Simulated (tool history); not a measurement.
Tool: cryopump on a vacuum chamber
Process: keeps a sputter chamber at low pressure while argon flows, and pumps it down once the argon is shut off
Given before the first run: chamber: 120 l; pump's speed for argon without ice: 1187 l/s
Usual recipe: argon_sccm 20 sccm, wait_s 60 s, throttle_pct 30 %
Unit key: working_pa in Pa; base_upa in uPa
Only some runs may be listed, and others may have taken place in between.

| run | hour | argon_sccm | wait_s | throttle_pct | working_pa | base_upa |
|---|---|---|---|---|---|---|
| 1 | 0.0 | 20 | 60 | 30 | 0.1020 | 0.97 |
| 2 | 30.5 | 15 | 60 | 30 | 0.0761 | 1.00 |
| 3 | 45.1 | 20 | 158 | 30 | 0.1014 | 0.66 |
| 4 | 73.1 | 20 | 158 | 43 | 0.0732 | 0.65 |
| 5 | 104.9 | 20 | 158 | 43 | 0.0737 | 0.67 |
| 6 | 123.4 | 20 | 158 | 43 | 0.0735 | 0.63 |
| 7 | 147.5 | 20 | 25 | 43 | 0.0735 | 1.84 |
| 8 | 167.9 | 20 | 60 | 40 | 0.0791 | 1.03 |
| 9 | 186.2 | 20 | 48 | 40 | 0.0797 | 1.22 |
| 10 | 206.9 | 20 | 55 | 30 | 0.0951 | 1.02 |
| 11 | 221.4 | 20 | 55 | 30 | 0.0958 | 1.01 |
| 12 | 240.6 | 20 | 24 | 30 | 0.0957 | 1.85 |
| 13 | 262.6 | 20 | 24 | 30 | 0.0963 | 1.84 |
| 14 | 296.0 | 20 | 24 | 30 | 0.0956 | 1.81 |
| 15 | 312.3 | 37 | 25 | 30 | 0.1791 | 1.79 |
| 16 | 336.8 | 23 | 25 | 30 | 0.1106 | 1.82 |
| 17 | 351.3 | 12 | 121 | 20 | 0.0856 | 0.72 |
| 18 | 383.1 | 9 | 26 | 20 | 0.0650 | 1.79 |
| 19 | 417.1 | 20 | 37 | 30 | 0.0967 | 1.38 |
| 20 | 435.7 | 20 | 37 | 30 | 0.0963 | 1.44 |
| 21 | 465.2 | 20 | 212 | 30 | 0.0995 | 0.63 |
| 22 | 481.1 | 20 | 212 | 30 | 0.0978 | 0.70 |
| 23 | 496.0 | 14 | 114 | 17 | 0.1188 | 0.76 |
| 24 | 529.2 | 14 | 114 | 17 | 0.1190 | 0.79 |
| 25 | 556.4 | 19 | 60 | 37 | 0.0766 | 1.05 |

Not shown: 1 entry that the log had between the listed runs. Between which runs, and how does the tool's hidden state differ before and after?
In the gap between runs 9 and 10: pump warmed up, emptied and cooled again (hour 200.8)
  pump's speed, % of a pump's without ice: 78.3 -> 99.4; cold plate's temperature, K: 12.51 -> 12.52; leak into the chamber, uPa l/s: 451 -> 454
  measured minus no-state result, working_pa: +0.0083 -> +0.0004 Pa; base_upa: +0.24 -> +0.13 uPa
